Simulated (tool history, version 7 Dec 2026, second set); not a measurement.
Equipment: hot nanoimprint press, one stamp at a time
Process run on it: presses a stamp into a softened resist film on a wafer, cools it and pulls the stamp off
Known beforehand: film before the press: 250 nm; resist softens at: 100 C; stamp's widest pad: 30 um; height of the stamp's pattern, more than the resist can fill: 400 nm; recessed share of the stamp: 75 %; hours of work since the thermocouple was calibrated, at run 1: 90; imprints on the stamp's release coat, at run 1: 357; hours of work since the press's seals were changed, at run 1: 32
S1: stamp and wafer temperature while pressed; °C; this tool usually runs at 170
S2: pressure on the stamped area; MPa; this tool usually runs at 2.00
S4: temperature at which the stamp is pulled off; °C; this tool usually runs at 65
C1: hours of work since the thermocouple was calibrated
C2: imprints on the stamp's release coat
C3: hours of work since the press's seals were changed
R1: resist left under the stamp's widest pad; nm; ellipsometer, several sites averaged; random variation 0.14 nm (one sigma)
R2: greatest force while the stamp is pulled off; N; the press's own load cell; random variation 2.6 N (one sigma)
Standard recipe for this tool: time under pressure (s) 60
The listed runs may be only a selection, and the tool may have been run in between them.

{"run": 1, "hour": 0.0, "S1": 170, "S2": 2.0, "time under pressure (s)": 60, "S4": 65, "C1": 90, "C2": 357, "C3": 32, "R1": 111.8, "R2": 196}
{"run": 2, "hour": 34.0, "S1": 170, "S2": 2.0, "time under pressure (s)": 60, "S4": 65, "C1": 110, "C2": 437, "C3": 52, "R1": 112.0, "R2": 192}
{"run": 3, "hour": 61.6, "S1": 170, "S2": 2.0, "time under pressure (s)": 60, "S4": 65, "C1": 126, "C2": 501, "C3": 68, "R1": 111.8, "R2": 194}
{"run": 4, "hour": 100.0, "S1": 170, "S2": 2.0, "time under pressure (s)": 60, "S4": 65, "C1": 149, "C2": 591, "C3": 91, "R1": 111.8, "R2": 202}
{"run": 5, "hour": 124.1, "S1": 170, "S2": 1.74, "time under pressure (s)": 60, "S4": 65, "C1": 163, "C2": 647, "C3": 105, "R1": 118.0, "R2": 204}
{"run": 6, "hour": 146.1, "S1": 170, "S2": 1.74, "time under pressure (s)": 60, "S4": 65, "C1": 176, "C2": 698, "C3": 118, "R1": 118.1, "R2": 210}
{"run": 7, "hour": 175.8, "S1": 170, "S2": 1.74, "time under pressure (s)": 60, "S4": 65, "C1": 193, "C2": 768, "C3": 135, "R1": 117.9, "R2": 210}
{"run": 8, "hour": 201.3, "S1": 170, "S2": 1.74, "time under pressure (s)": 60, "S4": 65, "C1": 208, "C2": 827, "C3": 150, "R1": 117.8, "R2": 216}
{"run": 9, "hour": 231.2, "S1": 170, "S2": 1.74, "time under pressure (s)": 60, "S4": 65, "C1": 226, "C2": 897, "C3": 168, "R1": 117.5, "R2": 216}
{"run": 10, "hour": 273.0, "S1": 170, "S2": 1.74, "time under pressure (s)": 60, "S4": 65, "C1": 250, "C2": 995, "C3": 192, "R1": 117.3, "R2": 225}
{"hour": 301.2, "done": "stamp cleaned and given a new release coat"}
{"run": 11, "hour": 320.2, "S1": 170, "S2": 1.74, "time under pressure (s)": 60, "S4": 65, "C1": 275, "C2": 44, "C3": 217, "R1": 117.6, "R2": 177}
{"hour": 335.5, "done": "plate thermocouple calibrated"}
{"run": 12, "hour": 352.8, "S1": 170, "S2": 1.74, "time under pressure (s)": 60, "S4": 65, "C1": 10, "C2": 113, "C3": 234, "R1": 120.7, "R2": 182}
{"run": 13, "hour": 382.3, "S1": 179, "S2": 2.71, "time under pressure (s)": 32, "S4": 71, "C1": 28, "C2": 182, "C3": 251, "R1": 79.1, "R2": 172}
{"run": 14, "hour": 412.0, "S1": 158, "S2": 2.86, "time under pressure (s)": 32, "S4": 71, "C1": 45, "C2": 252, "C3": 269, "R1": 203.3, "R2": 174}
{"run": 15, "hour": 445.6, "S1": 158, "S2": 2.86, "time under pressure (s)": 32, "S4": 71, "C1": 65, "C2": 330, "C3": 289, "R1": 203.4, "R2": 179}
{"run": 16, "hour": 486.1, "S1": 158, "S2": 2.86, "time under pressure (s)": 73, "S4": 55, "C1": 89, "C2": 425, "C3": 313, "R1": 170.2, "R2": 216}
{"run": 17, "hour": 507.7, "S1": 158, "S2": 2.86, "time under pressure (s)": 73, "S4": 55, "C1": 101, "C2": 475, "C3": 325, "R1": 169.6, "R2": 211}
{"run": 18, "hour": 552.3, "S1": 170, "S2": 1.93, "time under pressure (s)": 60, "S4": 65, "C1": 128, "C2": 579, "C3": 351, "R1": 114.5, "R2": 209}
{"run": 19, "hour": 584.4, "S1": 170, "S2": 1.93, "time under pressure (s)": 52, "S4": 65, "C1": 146, "C2": 654, "C3": 370, "R1": 120.7, "R2": 210}
{"run": 20, "hour": 626.1, "S1": 170, "S2": 1.93, "time under pressure (s)": 52, "S4": 65, "C1": 171, "C2": 752, "C3": 395, "R1": 120.7, "R2": 206}
{"run": 21, "hour": 663.9, "S1": 170, "S2": 1.93, "time under pressure (s)": 52, "S4": 65, "C1": 193, "C2": 840, "C3": 417, "R1": 120.8, "R2": 214}
{"run": 22, "hour": 701.3, "S1": 170, "S2": 1.93, "time under pressure (s)": 52, "S4": 65, "C1": 215, "C2": 928, "C3": 439, "R1": 120.3, "R2": 225}
{"run": 23, "hour": 727.0, "S1": 170, "S2": 1.93, "time under pressure (s)": 52, "S4": 65, "C1": 230, "C2": 988, "C3": 454, "R1": 120.2, "R2": 223}

Forecast each of these 5 alternatives for the next run:
{"hour": 759.4, "done": "stamp cleaned and given a new release coat"}
{"run": "A", "hour": 774.6, "S1": 158, "S2": 1.83, "time under pressure (s)": 43, "S4": 65, "C1": 255, "C2": 36, "C3": 479, "R1": "?", "R2": "?"}
{"hour": 759.4, "done": "stamp cleaned and given a new release coat"}
{"run": "B", "hour": 774.6, "S1": 170, "S2": 2.39, "time under pressure (s)": 52, "S4": 65, "C1": 255, "C2": 36, "C3": 479, "R1": "?", "R2": "?"}
{"hour": 759.4, "done": "stamp cleaned and given a new release coat"}
{"run": "C", "hour": 774.6, "S1": 177, "S2": 2.0, "time under pressure (s)": 50, "S4": 65, "C1": 255, "C2": 36, "C3": 479, "R1": "?", "R2": "?"}
{"hour": 759.4, "done": "stamp cleaned and given a new release coat"}
{"run": "D", "hour": 774.6, "S1": 168, "S2": 1.91, "time under pressure (s)": 52, "S4": 60, "C1": 255, "C2": 36, "C3": 479, "R1": "?", "R2": "?"}
{"hour": 759.4, "done": "stamp cleaned and given a new release coat"}
{"run": "E", "hour": 774.6, "S1": 180, "S2": 2.0, "time under pressure (s)": 60, "S4": 65, "C1": 255, "C2": 36, "C3": 479, "R1": "?", "R2": "?"}

run=A R1=208.1 R2=178
run=B R1=109.8 R2=181
run=C R1=82.4 R2=177
run=D R1=133.4 R2=187
run=E R1=64.3 R2=178
With no hidden state in the tool, these same runs would have given:
run=A R1=208.5 R2=177
run=B R1=109.8 R2=180
run=C R1=82.4 R2=176
run=D R1=133.7 R2=185
run=E R1=64.3 R2=176

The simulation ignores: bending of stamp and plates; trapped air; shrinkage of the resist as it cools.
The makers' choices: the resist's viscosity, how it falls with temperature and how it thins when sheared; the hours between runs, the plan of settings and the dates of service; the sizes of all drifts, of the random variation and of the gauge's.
